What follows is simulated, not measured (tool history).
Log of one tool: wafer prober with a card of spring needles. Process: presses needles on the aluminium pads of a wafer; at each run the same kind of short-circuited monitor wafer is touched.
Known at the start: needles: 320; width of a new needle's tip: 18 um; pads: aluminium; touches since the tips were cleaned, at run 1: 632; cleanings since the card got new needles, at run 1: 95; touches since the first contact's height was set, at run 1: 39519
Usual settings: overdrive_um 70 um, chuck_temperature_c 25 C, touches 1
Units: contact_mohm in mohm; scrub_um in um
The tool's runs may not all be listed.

| run | hour | overdrive_um | chuck_temperature_c | touches | touches since the tips were cleaned | cleanings since the card got new needles | touches since the first contact's height was set | contact_mohm | scrub_um |
|---|---|---|---|---|---|---|---|---|---|
| 1 | 0.0 | 70 | 25 | 1 | 632 | 95 | 39519 | 231 | 18.13 |
|  | 3.8 | tips cleaned on abrasive film |
|  | 10.1 | tips cleaned on abrasive film |
|  | 16.4 | tips cleaned on abrasive film |
|  | 21.5 | tips cleaned on abrasive film |
|  | 27.8 | tips cleaned on abrasive film |
|  | 34.1 | tips cleaned on abrasive film |
|  | 40.4 | tips cleaned on abrasive film |
|  | 45.5 | tips cleaned on abrasive film |
| 2 | 47.2 | 70 | 25 | 1 | 749 | 103 | 59445 | 232 | 18.06 |
|  | 51.1 | tips cleaned on abrasive film |
|  | 56.1 | tips cleaned on abrasive film |
|  | 61.2 | tips cleaned on abrasive film |
|  | 67.5 | tips cleaned on abrasive film |
|  | 72.6 | tips cleaned on abrasive film |
|  | 78.9 | tips cleaned on abrasive film |
|  | 83.9 | tips cleaned on abrasive film |
|  | 89.0 | tips cleaned on abrasive film |
|  | 95.3 | tips cleaned on abrasive film |
|  | 100.4 | tips cleaned on abrasive film |
|  | 105.4 | tips cleaned on abrasive film |
| 3 | 106.9 | 70 | 26 | 1 | 633 | 114 | 84583 | 233 | 17.87 |
|  | 110.7 | tips cleaned on abrasive film |
|  | 115.8 | tips cleaned on abrasive film |
|  | 122.1 | tips cleaned on abrasive film |
|  | 128.4 | tips cleaned on abrasive film |
|  | 134.7 | tips cleaned on abrasive film |
|  | 139.8 | tips cleaned on abrasive film |
| 4 | 142.7 | 70 | 25 | 1 | 1273 | 120 | 99708 | 238 | 17.85 |
|  | 145.3 | tips cleaned on abrasive film |
|  | 150.4 | tips cleaned on abrasive film |
|  | 155.5 | tips cleaned on abrasive film |
|  | 161.8 | tips cleaned on abrasive film |
|  | 166.8 | tips cleaned on abrasive film |
|  | 171.9 | tips cleaned on abrasive film |
|  | 178.2 | tips cleaned on abrasive film |
|  | 184.5 | tips cleaned on abrasive film |
|  | 189.6 | tips cleaned on abrasive film |
|  | 194.6 | tips cleaned on abrasive film |
|  | 199.7 | tips cleaned on abrasive film |
| 5 | 200.7 | 70 | 25 | 1 | 409 | 131 | 124090 | 232 | 17.63 |
|  | 205.7 | tips cleaned on abrasive film |
|  | 210.8 | tips cleaned on abrasive film |
|  | 217.1 | tips cleaned on abrasive film |
|  | 223.4 | tips cleaned on abrasive film |
|  | 228.5 | tips cleaned on abrasive film |
|  | 234.8 | tips cleaned on abrasive film |
|  | 241.1 | tips cleaned on abrasive film |
|  | 246.1 | tips cleaned on abrasive film |
|  | 251.2 | tips cleaned on abrasive film |
|  | 257.5 | tips cleaned on abrasive film |
| 6 | 259.5 | 73 | 25 | 1 | 866 | 141 | 148928 | 229 | 18.25 |
|  | 263.3 | tips cleaned on abrasive film |
|  | 268.4 | tips cleaned on abrasive film |
|  | 273.5 | tips cleaned on abrasive film |
|  | 279.8 | tips cleaned on abrasive film |
|  | 286.1 | tips cleaned on abrasive film |
|  | 291.2 | tips cleaned on abrasive film |
| 7 | 293.2 | 70 | 25 | 1 | 892 | 147 | 163137 | 238 | 17.44 |
|  | 297.1 | tips cleaned on abrasive film |
|  | 303.4 | tips cleaned on abrasive film |
|  | 309.7 | tips cleaned on abrasive film |
|  | 316.0 | tips cleaned on abrasive film |
|  | 321.0 | tips cleaned on abrasive film |
|  | 326.1 | tips cleaned on abrasive film |
|  | 331.2 | tips cleaned on abrasive film |
|  | 337.5 | tips cleaned on abrasive film |
| 8 | 341.1 | 70 | 43 | 1 | 1553 | 155 | 183335 | 246 | 17.31 |
|  | 343.7 | tips cleaned on abrasive film |
|  | 348.7 | tips cleaned on abrasive film |
|  | 352.8 | height of the first contact set anew |
|  | 354.1 | tips cleaned on abrasive film |
|  | 359.2 | tips cleaned on abrasive film |
|  | 365.5 | tips cleaned on abrasive film |
|  | 371.8 | tips cleaned on abrasive film |
| 9 | 375.2 | 70 | 43 | 1 | 1454 | 161 | 9445 | 245 | 18.37 |
|  | 377.7 | tips cleaned on abrasive film |
|  | 384.1 | tips cleaned on abrasive film |
|  | 389.1 | tips cleaned on abrasive film |
|  | 394.2 | tips cleaned on abrasive film |
|  | 400.5 | tips cleaned on abrasive film |
| 10 | 404.5 | 58 | 57 | 2 | 1722 | 166 | 21820 | 256 | 15.06 |
|  | 405.8 | tips cleaned on abrasive film |
|  | 412.1 | tips cleaned on abrasive film |
|  | 418.5 | tips cleaned on abrasive film |
|  | 424.8 | tips cleaned on abrasive film |
|  | 431.1 | tips cleaned on abrasive film |
|  | 436.1 | tips cleaned on abrasive film |
| 11 | 439.7 | 53 | 57 | 2 | 1520 | 172 | 36657 | 255 | 13.57 |
|  | 442.3 | tips cleaned on abrasive film |
|  | 447.3 | tips cleaned on abrasive film |
|  | 452.4 | tips cleaned on abrasive film |
|  | 457.5 | tips cleaned on abrasive film |
|  | 463.8 | tips cleaned on abrasive film |
|  | 468.8 | tips cleaned on abrasive film |
|  | 473.9 | tips cleaned on abrasive film |
|  | 479.0 | tips cleaned on abrasive film |
|  | 485.3 | tips cleaned on abrasive film |
|  | 491.6 | tips cleaned on abrasive film |
|  | 497.9 | tips cleaned on abrasive film |
| 12 | 498.5 | 88 | 25 | 2 | 269 | 183 | 61430 | 227 | 22.81 |
|  | 503.6 | tips cleaned on abrasive film |
|  | 508.6 | tips cleaned on abrasive film |
|  | 514.9 | tips cleaned on abrasive film |
|  | 521.2 | tips cleaned on abrasive film |
|  | 526.3 | tips cleaned on abrasive film |
|  | 531.4 | tips cleaned on abrasive film |
|  | 536.5 | tips cleaned on abrasive film |
| 13 | 536.5 | 57 | 49 | 1 | 0 | 190 | 77454 | 240 | 14.44 |
|  | 541.6 | tips cleaned on abrasive film |
|  | 546.7 | tips cleaned on abrasive film |
|  | 553.0 | tips cleaned on abrasive film |
|  | 559.3 | tips cleaned on abrasive film |
|  | 564.3 | tips cleaned on abrasive film |
|  | 569.4 | tips cleaned on abrasive film |
|  | 574.5 | tips cleaned on abrasive film |
|  | 579.5 | tips cleaned on abrasive film |
|  | 585.7 | tips cleaned on abrasive film |
| 14 | 585.7 | 57 | 49 | 1 | 0 | 199 | 98162 | 242 | 14.32 |
|  | 590.7 | tips cleaned on abrasive film |
|  | 597.1 | tips cleaned on abrasive film |
|  | 603.4 | tips cleaned on abrasive film |
|  | 608.4 | tips cleaned on abrasive film |
| 15 | 612.0 | 57 | 49 | 1 | 1536 | 203 | 109286 | 269 | 14.31 |
|  | 614.6 | tips cleaned on abrasive film |
|  | 620.9 | tips cleaned on abrasive film |
|  | 626.0 | tips cleaned on abrasive film |
|  | 631.0 | tips cleaned on abrasive film |
|  | 636.1 | tips cleaned on abrasive film |
|  | 642.4 | tips cleaned on abrasive film |
|  | 648.7 | tips cleaned on abrasive film |
|  | 655.0 | tips cleaned on abrasive film |
|  | 660.1 | tips cleaned on abrasive film |
|  | 666.4 | tips cleaned on abrasive film |
| 16 | 669.2 | 81 | 82 | 3 | 1212 | 213 | 133404 | 243 | 20.45 |
|  | 671.8 | tips cleaned on abrasive film |
|  | 676.8 | tips cleaned on abrasive film |
|  | 681.9 | tips cleaned on abrasive film |
|  | 687.0 | tips cleaned on abrasive film |
|  | 693.3 | tips cleaned on abrasive film |
|  | 698.3 | tips cleaned on abrasive film |
| 17 | 702.0 | 70 | 118 | 1 | 1581 | 219 | 147236 | 272 | 17.49 |
|  | 704.6 | tips cleaned on abrasive film |
|  | 710.9 | tips cleaned on abrasive film |
|  | 716.0 | tips cleaned on abrasive film |
|  | 721.0 | tips cleaned on abrasive film |
|  | 726.1 | tips cleaned on abrasive film |
|  | 732.4 | tips cleaned on abrasive film |
|  | 738.7 | tips cleaned on abrasive film |
|  | 743.8 | tips cleaned on abrasive film |
|  | 748.9 | tips cleaned on abrasive film |
| 18 | 750.8 | 70 | 118 | 1 | 826 | 228 | 167772 | 257 | 17.36 |

3 ways to go on from here, each from the tool as it stands after run 18. What would each give?
|  | 754.6 | tips cleaned on abrasive film |
|  | 759.7 | tips cleaned on abrasive film |
|  | 766.0 | tips cleaned on abrasive film |
|  | 771.0 | tips cleaned on abrasive film |
|  | 777.3 | tips cleaned on abrasive film |
|  | 782.4 | tips cleaned on abrasive film |
|  | 787.5 | tips cleaned on abrasive film |
|  | 793.8 | tips cleaned on abrasive film |
|  | 798.8 | tips cleaned on abrasive film |
|  | 800.4 | height of the first contact set anew |
|  | 805.4 | tips cleaned on abrasive film |
|  | 810.5 | tips cleaned on abrasive film |
| A | 814.6 | 90 | 118 | 1 | 1755 | 239 | 6017 | ? | ? |
|  | 754.6 | tips cleaned on abrasive film |
|  | 759.7 | tips cleaned on abrasive film |
|  | 766.0 | tips cleaned on abrasive film |
|  | 771.0 | tips cleaned on abrasive film |
|  | 777.3 | tips cleaned on abrasive film |
|  | 782.4 | tips cleaned on abrasive film |
|  | 787.5 | tips cleaned on abrasive film |
|  | 793.8 | tips cleaned on abrasive film |
|  | 798.8 | tips cleaned on abrasive film |
|  | 800.4 | height of the first contact set anew |
|  | 805.4 | tips cleaned on abrasive film |
|  | 810.5 | tips cleaned on abrasive film |
| B | 814.6 | 60 | 43 | 2 | 1755 | 239 | 6017 | ? | ? |
|  | 754.6 | tips cleaned on abrasive film |
|  | 759.7 | tips cleaned on abrasive film |
|  | 766.0 | tips cleaned on abrasive film |
|  | 771.0 | tips cleaned on abrasive film |
|  | 777.3 | tips cleaned on abrasive film |
|  | 782.4 | tips cleaned on abrasive film |
|  | 787.5 | tips cleaned on abrasive film |
|  | 793.8 | tips cleaned on abrasive film |
|  | 798.8 | tips cleaned on abrasive film |
|  | 800.4 | height of the first contact set anew |
|  | 805.4 | tips cleaned on abrasive film |
|  | 810.5 | tips cleaned on abrasive film |
| C | 814.6 | 51 | 25 | 1 | 1755 | 239 | 6017 | ? | ? |

| run | contact_mohm | scrub_um |
|---|---|---|
| A | 253 | 23.67 |
| B | 248 | 15.72 |
| C | 268 | 13.38 |
Without the tool's hidden state the same runs would have given:
| run | contact_mohm | scrub_um |
|---|---|---|
| A | 239 | 23.71 |
| B | 227 | 15.75 |
| C | 226 | 13.42 |
